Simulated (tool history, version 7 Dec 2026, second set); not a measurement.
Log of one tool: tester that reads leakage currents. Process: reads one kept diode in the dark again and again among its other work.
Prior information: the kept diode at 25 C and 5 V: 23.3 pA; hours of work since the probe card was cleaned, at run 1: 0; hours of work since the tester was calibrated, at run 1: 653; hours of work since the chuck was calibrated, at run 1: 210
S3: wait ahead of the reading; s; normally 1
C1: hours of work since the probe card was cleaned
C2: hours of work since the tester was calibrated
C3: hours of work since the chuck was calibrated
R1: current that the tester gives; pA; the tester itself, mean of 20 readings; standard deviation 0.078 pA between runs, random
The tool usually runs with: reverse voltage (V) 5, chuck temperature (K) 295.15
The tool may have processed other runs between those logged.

Run 1, hour 0: usual settings; C1 0; C2 653; C3 210. Result: R1 18.4 pA.
Run 2, hour 36.2: usual settings but chuck temperature (K) 296.15; C1 18; C2 671; C3 228. Result: R1 19.91 pA.
Run 3, hour 62.3: usual settings but chuck temperature (K) 296.15; C1 31; C2 683; C3 241. Result: R1 19.92 pA.
Run 4, hour 89.2: usual settings but chuck temperature (K) 296.15; C1 44; C2 696; C3 254. Result: R1 19.94 pA.
Run 5, hour 130.4: usual settings but chuck temperature (K) 296.15; C1 64; C2 716; C3 274. Result: R1 20.06 pA.
Run 6, hour 154.8: usual settings but chuck temperature (K) 296.15; C1 76; C2 728; C3 286. Result: R1 20.22 pA.
Run 7, hour 190.6: usual settings but reverse voltage (V) 3.68, chuck temperature (K) 296.15; C1 93; C2 746; C3 303. Result: R1 17.5 pA.
Run 8, hour 222.2: usual settings but S3 5.59 s; C1 108; C2 761; C3 319. Result: R1 17.83 pA.
Run 9, hour 251.2: usual settings but S3 5.59 s; C1 122; C2 775; C3 333. Result: R1 17.74 pA.
Run 10, hour 280.4: usual settings but reverse voltage (V) 2.83; C1 137; C2 789; C3 347. Result: R1 14.48 pA.
Run 11, hour 319.2: usual settings but reverse voltage (V) 2.83, S3 0.32 s; C1 156; C2 808; C3 366. Result: R1 16.42 pA.
Run 12, hour 350: usual settings but reverse voltage (V) 2.83, S3 0.32 s; C1 170; C2 823; C3 381. Result: R1 16.44 pA.
Run 13, hour 382.8: usual settings but reverse voltage (V) 2.83, S3 0.32 s; C1 186; C2 839; C3 397. Result: R1 16.46 pA.
Run 14, hour 400.9: usual settings; C1 195; C2 848; C3 406. Result: R1 19.63 pA.
Run 15, hour 437.7: usual settings but S3 2.27 s; C1 213; C2 866; C3 423. Result: R1 18.91 pA.
At hour 441.7: tester calibrated.
Run 16, hour 463.8: usual settings but S3 2.27 s; C1 225; C2 11; C3 435. Result: R1 18.94 pA.
Run 17, hour 502.3: usual settings but chuck temperature (K) 324.15; C1 244; C2 30; C3 454. Result: R1 135.91 pA.
Run 18, hour 541.7: usual settings but chuck temperature (K) 324.15, S3 0.47 s; C1 263; C2 49; C3 473. Result: R1 137.14 pA.
Run 19, hour 571: usual settings but chuck temperature (K) 324.15, S3 0.47 s; C1 277; C2 63; C3 487. Result: R1 137.16 pA.
Run 20, hour 606: usual settings but chuck temperature (K) 324.15, S3 0.47 s; C1 294; C2 80; C3 504. Result: R1 136.18 pA.
Run 21, hour 645.1: usual settings; C1 313; C2 99; C3 523. Result: R1 20.21 pA.
At hour 653.9: tester calibrated, once more.
At hour 661.3: chuck's temperature calibrated.
Run 22, hour 672.8: usual settings; C1 325; C2 8; C3 6. Result: R1 23.65 pA.
Run 23, hour 699.7: usual settings but reverse voltage (V) 1.24, chuck temperature (K) 302.15; C1 338; C2 21; C3 19. Result: R1 18.95 pA.
Run 24, hour 718.7: usual settings but reverse voltage (V) 4.22, chuck temperature (K) 316.15; C1 347; C2 31; C3 28. Result: R1 86.73 pA.
Run 25, hour 759.4: usual settings but reverse voltage (V) 1.35, chuck temperature (K) 316.15, S3 2.43 s; C1 367; C2 50; C3 48. Result: R1 51.4 pA.
Run 26, hour 790.9: usual settings but reverse voltage (V) 8.28, chuck temperature (K) 309.15, S3 6.12 s; C1 382; C2 66; C3 63. Result: R1 72.27 pA.
Run 27, hour 830.4: usual settings but reverse voltage (V) 6.36, chuck temperature (K) 308.15, S3 5.91 s; C1 401; C2 85; C3 82. Result: R1 59.73 pA.
Run 28, hour 863.2: usual settings but S3 0.65 s; C1 417; C2 101; C3 98. Result: R1 25.07 pA.
Run 29, hour 900.5: usual settings but S3 0.65 s; C1 435; C2 119; C3 116. Result: R1 25.19 pA.
Run 30, hour 930.8: usual settings but reverse voltage (V) 10.99, chuck temperature (K) 319.15, S3 2.39 s; C1 450; C2 134; C3 131. Result: R1 158.1 pA.
Run 31, hour 954.2: usual settings but reverse voltage (V) 10.99, chuck temperature (K) 319.15, S3 2.39 s; C1 462; C2 145; C3 143. Result: R1 157.37 pA.
Run 32, hour 986.2: usual settings but reverse voltage (V) 4.94, chuck temperature (K) 319.15, S3 0.51 s; C1 477; C2 161; C3 158. Result: R1 111.66 pA.
Run 33, hour 1004.9: usual settings but reverse voltage (V) 4.03, chuck temperature (K) 301.15, S3 1.13 s; C1 486; C2 170; C3 167. Result: R1 30.99 pA.
Run 34, hour 1048.7: usual settings but reverse voltage (V) 2.9, S3 4.05 s; C1 508; C2 191; C3 189. Result: R1 17.32 pA.
Run 35, hour 1089.9: usual settings but reverse voltage (V) 2.9, S3 4.05 s; C1 528; C2 211; C3 209. Result: R1 17.41 pA.
Run 36, hour 1117.8: usual settings but reverse voltage (V) 1.58, S3 3.64 s; C1 541; C2 225; C3 222. Result: R1 12.6 pA.
Run 37, hour 1157.8: usual settings but chuck temperature (K) 300.15, S3 0.48 s; C1 561; C2 244; C3 242. Result: R1 35 pA.
Run 38, hour 1186.2: usual settings but reverse voltage (V) 7.86, chuck temperature (K) 305.15, S3 3.89 s; C1 575; C2 258; C3 255. Result: R1 55.04 pA.
Run 39, hour 1212.4: usual settings but reverse voltage (V) 7.86, chuck temperature (K) 305.15, S3 3.89 s; C1 587; C2 271; C3 268. Result: R1 55.16 pA.
Run 40, hour 1255.6: usual settings but reverse voltage (V) 1.7, chuck temperature (K) 293.15, S3 1.02 s; C1 608; C2 292; C3 289. Result: R1 11.77 pA.
Run 41, hour 1296.4: usual settings but reverse voltage (V) 2.01, chuck temperature (K) 307.15, S3 0.45 s; C1 628; C2 312; C3 309. Result: R1 32.83 pA.

Subtracting, for every run, the result it would have given without the tool's unlogged condition from the measured result gives the following. The same run-to-run variation enters both numbers; the gauge's scatter may not:
The tool's hidden condition here consists of: stray current of the dirty probe card, pA a volt; current scale over the true one, %; true chuck temperature over the reading, C; drift of the gauge itself on leakage_pa, %.
run      R1
  1   -1.55
  2   -1.59
  3   -1.54
  4   -1.49
  5   -1.38
  6   -1.31
  7   -1.23
  8   -0.96
  9   -0.88
 10   -0.98
 11   -0.94
 12    -0.9
 13   -0.87
 14   -0.41
 15   -0.31
 16   -0.21
 17  -18.22
 18  -18.87
 19  -19.32
 20  -19.81
 21   +0.32
 22    +3.7
 23   +0.76
 24   +2.22
 25   +0.04
 26   +5.72
 27   +4.23
 28   +4.21
 29   +4.31
 30   +4.54
 31   +4.29
 32   -0.53
 33   +2.92
 34   +2.41
 35   +2.46
 36   +1.07
 37   +4.28
 38   +6.36
 39    +6.4
 40   +1.38
 41   -0.39
